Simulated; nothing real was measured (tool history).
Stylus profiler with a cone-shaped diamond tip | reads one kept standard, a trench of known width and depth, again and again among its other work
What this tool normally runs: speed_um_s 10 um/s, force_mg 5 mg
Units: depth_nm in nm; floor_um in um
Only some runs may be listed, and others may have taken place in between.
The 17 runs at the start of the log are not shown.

run,hour,speed_um_s,force_mg,depth_nm,floor_um
18,254,10,5,1019.18,94
19,265.7,10,5,1019.6,94
20,281.9,7,8.54,1027.57,93.95
21,301.4,7,8.54,1027.48,93.99
22,322.7,2,3.82,1016.14,94
23,331.4,2,3.82,1016.04,94.03
24,348.2,4,7.38,1024.99,94.07
25,357.4,3,6.47,1022.57,93.99
26,372.8,10,1.68,1008.94,93.96
27,385,10,1.68,1009.34,93.98
28,395.1,2,5,1019.39,93.99
29,410.9,8,3.77,1015.77,93.96
30,428.1,8,3.77,1015.88,93.97
31,437.2,17,13.56,1037.43,94.04
32,450.4,22,7.45,1024.9,93.99
33,469.2,10,4.71,1018.24,93.96
34,478.6,30,10.4,1031.36,93.92
35,494.5,3,5.37,1020.05,93.97
36,506.9,3,1.78,1009.66,93.97

3 ways to go on from here, each from the tool as it stands after run 36. What would each give?
A,520.5,4,1.78,?,?
B,520.5,18,5.62,?,?
C,520.5,3,11.84,?,?

run,depth_nm,floor_um
A,1009.34,94.01
B,1020.45,93.93
C,1034.05,93.97
Stripped of hidden state, with their random variation kept, the same runs would have yielded:
run,depth_nm,floor_um
A,1009.35,94.02
B,1020.46,93.93
C,1034.06,93.97
